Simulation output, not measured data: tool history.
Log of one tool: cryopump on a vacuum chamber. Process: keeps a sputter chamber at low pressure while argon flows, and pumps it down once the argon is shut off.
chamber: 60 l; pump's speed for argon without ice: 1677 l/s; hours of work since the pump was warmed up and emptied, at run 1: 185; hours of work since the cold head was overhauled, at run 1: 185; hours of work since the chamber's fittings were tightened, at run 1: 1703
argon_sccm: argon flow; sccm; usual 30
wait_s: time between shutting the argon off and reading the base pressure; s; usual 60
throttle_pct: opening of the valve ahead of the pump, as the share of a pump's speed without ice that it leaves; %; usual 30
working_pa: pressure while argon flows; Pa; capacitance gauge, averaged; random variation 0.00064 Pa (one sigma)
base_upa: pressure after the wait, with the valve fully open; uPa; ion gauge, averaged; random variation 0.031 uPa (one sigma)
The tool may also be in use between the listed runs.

run,hour,argon_sccm,wait_s,throttle_pct,hours of work since the pump was warmed up and emptied,hours of work since the cold head was overhauled,hours of work since the chamber's fittings were tightened,working_pa,base_upa
1,0.0,30,60,30,185,185,1703,0.1026,2.37
2,23.0,30,60,30,195,195,1713,0.1022,2.37
3,44.1,30,60,30,204,204,1722,0.1022,2.32
4,55.5,30,60,30,209,209,1727,0.1025,2.34
5,65.8,30,60,30,214,214,1732,0.1027,2.37
6,75.9,30,60,53,218,218,1737,0.0598,2.32
7,95.7,30,60,53,227,227,1745,0.0590,2.46
8,108.5,30,60,30,233,233,1751,0.1023,2.40
9,119.8,30,60,30,238,238,1756,0.1026,2.38
10,142.6,30,60,30,248,248,1766,0.1047,2.33
11,163.2,30,60,30,257,257,1775,0.1028,2.37
12,183.4,39,23,50,266,266,1784,0.0819,4.63
13,206.9,14,60,48,277,277,1795,0.0311,2.35
14,227.6,14,60,48,286,286,1804,0.0306,2.48
15,238.9,44,226,48,291,291,1809,0.0965,1.34
16,261.6,14,116,48,301,301,1819,0.0305,1.68
17,278.7,14,24,21,308,308,1827,0.0694,4.58
18,302.3,14,24,21,319,319,1837,0.0694,4.61
19,315.2,37,280,27,325,325,1843,0.1432,1.31

The same runs without the tool's hidden state, with the same run-to-run variation:
The hidden state here: pump's speed, % of a pump's without ice; cold plate's temperature, K; leak into the chamber, uPa l/s; drift of the gauge itself on working_pa, %; drift of the gauge itself on base_upa, %.
run,working_pa,base_upa
1,0.1007,1.64
2,0.1003,1.63
3,0.1002,1.60
4,0.1004,1.60
5,0.1006,1.63
6,0.0576,1.59
7,0.0567,1.70
8,0.1000,1.64
9,0.1002,1.62
10,0.1022,1.58
11,0.1001,1.60
12,0.0784,3.86
13,0.0297,1.58
14,0.0292,1.67
15,0.0921,0.54
16,0.0291,0.91
17,0.0679,3.78
18,0.0678,3.80
19,0.1390,0.50
